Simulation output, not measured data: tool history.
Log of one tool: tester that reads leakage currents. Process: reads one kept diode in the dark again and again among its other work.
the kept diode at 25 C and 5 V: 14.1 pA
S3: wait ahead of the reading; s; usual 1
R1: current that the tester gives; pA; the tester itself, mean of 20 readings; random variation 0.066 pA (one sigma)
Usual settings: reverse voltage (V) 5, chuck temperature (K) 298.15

{"run": 1, "hour": 0.0, "reverse voltage (V)": 5, "chuck temperature (K)": 298.15, "S3": 1, "R1": 23.44}
{"run": 2, "hour": 236.4, "reverse voltage (V)": 5, "chuck temperature (K)": 298.15, "S3": 1, "R1": 23.23}
{"run": 3, "hour": 345.2, "reverse voltage (V)": 5, "chuck temperature (K)": 298.15, "S3": 1, "R1": 23.13}
{"run": 4, "hour": 500.9, "reverse voltage (V)": 5, "chuck temperature (K)": 298.15, "S3": 1, "R1": 23.28}
{"hour": 519.1, "done": "probe card cleaned and baked"}
{"hour": 752.7, "done": "chuck's temperature calibrated"}
{"run": 5, "hour": 752.9, "reverse voltage (V)": 3.12, "chuck temperature (K)": 298.15, "S3": 1, "R1": 12.12}
{"run": 6, "hour": 927.6, "reverse voltage (V)": 3.12, "chuck temperature (K)": 298.15, "S3": 1, "R1": 11.93}
{"run": 7, "hour": 1042.9, "reverse voltage (V)": 5, "chuck temperature (K)": 298.15, "S3": 5.23, "R1": 14.79}
{"run": 8, "hour": 1145.5, "reverse voltage (V)": 11.28, "chuck temperature (K)": 298.15, "S3": 1, "R1": 23.74}
{"run": 9, "hour": 1344.8, "reverse voltage (V)": 11.28, "chuck temperature (K)": 298.15, "S3": 1, "R1": 24.22}
{"run": 10, "hour": 1525.0, "reverse voltage (V)": 5, "chuck temperature (K)": 310.15, "S3": 1, "R1": 38.01}
{"hour": 1712.5, "done": "chuck's temperature calibrated"}
{"run": 11, "hour": 1752.2, "reverse voltage (V)": 5, "chuck temperature (K)": 332.15, "S3": 1, "R1": 238.84}
{"run": 12, "hour": 1980.7, "reverse voltage (V)": 5, "chuck temperature (K)": 332.15, "S3": 1, "R1": 228.68}
{"run": 13, "hour": 2123.0, "reverse voltage (V)": 5, "chuck temperature (K)": 332.15, "S3": 1, "R1": 221.72}
{"run": 14, "hour": 2281.8, "reverse voltage (V)": 5, "chuck temperature (K)": 332.15, "S3": 1, "R1": 216.53}
{"run": 15, "hour": 2497.6, "reverse voltage (V)": 5, "chuck temperature (K)": 332.15, "S3": 1, "R1": 209.23}
{"hour": 2654.9, "done": "chuck's temperature calibrated"}
{"run": 16, "hour": 2674.4, "reverse voltage (V)": 5, "chuck temperature (K)": 332.15, "S3": 1, "R1": 239.05}
{"run": 17, "hour": 2904.2, "reverse voltage (V)": 5, "chuck temperature (K)": 298.15, "S3": 1, "R1": 20.23}
{"run": 18, "hour": 3101.8, "reverse voltage (V)": 5, "chuck temperature (K)": 298.15, "S3": 1, "R1": 20.36}
{"run": 19, "hour": 3276.6, "reverse voltage (V)": 5, "chuck temperature (K)": 298.15, "S3": 1, "R1": 20.4}
{"hour": 3311.3, "done": "tester calibrated"}
{"run": 20, "hour": 3451.1, "reverse voltage (V)": 5, "chuck temperature (K)": 298.15, "S3": 1, "R1": 20.75}
{"hour": 3604.4, "done": "chuck's temperature calibrated"}
{"run": 21, "hour": 3680.0, "reverse voltage (V)": 5, "chuck temperature (K)": 298.15, "S3": 1, "R1": 23.57}
{"run": 22, "hour": 3828.6, "reverse voltage (V)": 5, "chuck temperature (K)": 298.15, "S3": 1, "R1": 23.29}
{"run": 23, "hour": 4027.3, "reverse voltage (V)": 1.1, "chuck temperature (K)": 313.15, "S3": 1, "R1": 25.94}
{"run": 24, "hour": 4162.8, "reverse voltage (V)": 1.1, "chuck temperature (K)": 313.15, "S3": 1, "R1": 25.36}
{"hour": 4356.7, "done": "probe card cleaned and baked"}
{"run": 25, "hour": 4375.1, "reverse voltage (V)": 2.86, "chuck temperature (K)": 312.15, "S3": 1, "R1": 31.54}
{"hour": 4556.3, "done": "chuck's temperature calibrated"}
{"run": 26, "hour": 4565.8, "reverse voltage (V)": 5, "chuck temperature (K)": 332.15, "S3": 6.03, "R1": 240.25}
{"run": 27, "hour": 4715.9, "reverse voltage (V)": 11.14, "chuck temperature (K)": 298.15, "S3": 6.13, "R1": 22.32}
{"run": 28, "hour": 4926.3, "reverse voltage (V)": 18.37, "chuck temperature (K)": 313.15, "S3": 7.83, "R1": 95.28}
{"run": 29, "hour": 5043.3, "reverse voltage (V)": 19.49, "chuck temperature (K)": 311.15, "S3": 0.44, "R1": 85.78}
{"run": 30, "hour": 5247.4, "reverse voltage (V)": 19.49, "chuck temperature (K)": 311.15, "S3": 0.44, "R1": 84.65}
{"run": 31, "hour": 5370.5, "reverse voltage (V)": 19.49, "chuck temperature (K)": 311.15, "S3": 0.44, "R1": 84.05}
{"hour": 5502.2, "done": "chuck's temperature calibrated"}
{"run": 32, "hour": 5536.5, "reverse voltage (V)": 19.49, "chuck temperature (K)": 311.15, "S3": 0.44, "R1": 97.81}
{"run": 33, "hour": 5760.1, "reverse voltage (V)": 2.33, "chuck temperature (K)": 317.15, "S3": 0.44, "R1": 50.42}
{"run": 34, "hour": 5989.6, "reverse voltage (V)": 2.33, "chuck temperature (K)": 317.15, "S3": 0.4, "R1": 48.5}
{"run": 35, "hour": 6229.2, "reverse voltage (V)": 2.87, "chuck temperature (K)": 302.15, "S3": 1, "R1": 16.2}
{"hour": 6454.6, "done": "chuck's temperature calibrated"}
{"run": 36, "hour": 6460.3, "reverse voltage (V)": 3.88, "chuck temperature (K)": 330.15, "S3": 3.87, "R1": 190.61}
{"run": 37, "hour": 6660.4, "reverse voltage (V)": 2.8, "chuck temperature (K)": 315.15, "S3": 0.3, "R1": 50.64}
{"run": 38, "hour": 6845.1, "reverse voltage (V)": 2.8, "chuck temperature (K)": 315.15, "S3": 0.3, "R1": 49}
{"run": 39, "hour": 7079.3, "reverse voltage (V)": 5, "chuck temperature (K)": 295.15, "S3": 1, "R1": 17.19}

Some steps in R1 between neighbouring runs. How much of each would the tool show without its hidden state too (settings, what came in, random variation), and how much is left for the hidden state, with any gauge scatter that isn't in both results?
The hidden state here: stray current of the dirty probe card, pA a volt; current scale over the true one, %; true chuck temperature over the reading, C; drift of the gauge itself on leakage_pa, %.
Run 15 -> 16: chuck's temperature calibrated. R1 +29.82 pA: hidden state +30.73, all else -0.91.
Run 16 -> 17: chuck temperature (K) 332.15 -> 298.15. R1 -218.82 pA: hidden state +6.83, all else -225.65.
Run 25 -> 26: reverse voltage (V) 2.86 -> 5, chuck temperature (K) 312.15 -> 332.15, S3 1 -> 6.03, chuck's temperature calibrated. R1 +208.71 pA: hidden state +5.69, all else +203.02.
Run 26 -> 27: reverse voltage (V) 5 -> 11.14, chuck temperature (K) 332.15 -> 298.15, S3 6.03 -> 6.13. R1 -217.93 pA: hidden state +2.49, all else -220.42.
Run 31 -> 32: chuck's temperature calibrated. R1 +13.76 pA: hidden state +13.33, all else +0.43.
Run 32 -> 33: reverse voltage (V) 19.49 -> 2.33, chuck temperature (K) 311.15 -> 317.15. R1 -47.39 pA: hidden state -12.45, all else -34.94.

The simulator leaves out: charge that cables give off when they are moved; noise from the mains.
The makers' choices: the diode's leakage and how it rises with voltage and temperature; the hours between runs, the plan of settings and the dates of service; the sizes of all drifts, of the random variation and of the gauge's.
